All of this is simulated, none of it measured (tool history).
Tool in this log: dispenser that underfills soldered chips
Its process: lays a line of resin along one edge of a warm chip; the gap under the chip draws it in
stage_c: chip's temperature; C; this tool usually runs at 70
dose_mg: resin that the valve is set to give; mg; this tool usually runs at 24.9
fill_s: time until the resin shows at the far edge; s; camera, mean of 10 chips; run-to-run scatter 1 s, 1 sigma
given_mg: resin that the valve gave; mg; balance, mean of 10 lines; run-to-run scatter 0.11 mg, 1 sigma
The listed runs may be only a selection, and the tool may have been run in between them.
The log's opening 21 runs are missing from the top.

| run | day | stage_c | dose_mg | hours of work since the syringe was changed | hours of work since the valve was cleaned | hours of work since the stage was calibrated | fill_s | given_mg |
|---|---|---|---|---|---|---|---|---|
| 22 | 4.212 | 67 | 23.7 | 5 | 73 | 203 | 130.7 | 21.90 |
|  | 4.400 | new syringe of resin |
| 23 | 4.467 | 60 | 30.1 | 1 | 77 | 207 | 141.7 | 27.68 |
| 24 | 4.633 | 60 | 30.1 | 4 | 80 | 209 | 158.1 | 27.45 |
|  | 4.883 | new syringe of resin |
| 25 | 4.925 | 60 | 30.1 | 1 | 84 | 214 | 137.7 | 27.48 |
| 26 | 5.067 | 60 | 30.1 | 3 | 87 | 216 | 152.0 | 27.37 |
| 27 | 5.208 | 82 | 21.5 | 5 | 89 | 219 | 76.3 | 19.51 |
|  | 5.362 | new syringe of resin |
| 28 | 5.483 | 70 | 23.8 | 2 | 93 | 223 | 103.0 | 21.45 |
| 29 | 5.721 | 70 | 31.8 | 6 | 97 | 227 | 115.3 | 28.75 |
|  | 5.854 | new syringe of resin |
| 30 | 5.871 | 70 | 31.8 | 0 | 99 | 229 | 92.9 | 28.39 |
| 31 | 6.125 | 70 | 31.8 | 4 | 104 | 233 | 108.5 | 28.34 |
|  | 6.333 | new syringe of resin |
| 32 | 6.425 | 84 | 27.6 | 1 | 108 | 238 | 60.8 | 24.46 |
| 33 | 6.704 | 84 | 27.6 | 6 | 113 | 243 | 73.3 | 24.41 |
|  | 6.821 | new syringe of resin |
| 34 | 6.983 | 84 | 27.6 | 3 | 117 | 247 | 63.4 | 24.33 |
| 35 | 7.129 | 65 | 22.7 | 5 | 119 | 249 | 138.9 | 19.77 |
|  | 7.300 | new syringe of resin |
| 36 | 7.321 | 81 | 29.1 | 0 | 122 | 252 | 62.7 | 25.42 |

Branching from run 36: 4 alternative next runs. What would each branch give?
| A | 7.525 | 55 | 24.9 | 4 | 126 | 256 | ? | ? |
| B | 7.525 | 59 | 31.4 | 4 | 126 | 256 | ? | ? |
| C | 7.525 | 60 | 30.3 | 4 | 126 | 256 | ? | ? |
| D | 7.525 | 55 | 28.2 | 4 | 126 | 256 | ? | ? |

| run | fill_s | given_mg |
|---|---|---|
| A | 197.4 | 21.63 |
| B | 159.5 | 27.50 |
| C | 154.6 | 26.36 |
| D | 190.0 | 24.49 |
What these runs would have given with no unlogged condition in the tool:
| run | fill_s | given_mg |
|---|---|---|
| A | 179.4 | 24.78 |
| B | 146.9 | 31.50 |
| C | 142.1 | 30.20 |
| D | 174.4 | 28.06 |

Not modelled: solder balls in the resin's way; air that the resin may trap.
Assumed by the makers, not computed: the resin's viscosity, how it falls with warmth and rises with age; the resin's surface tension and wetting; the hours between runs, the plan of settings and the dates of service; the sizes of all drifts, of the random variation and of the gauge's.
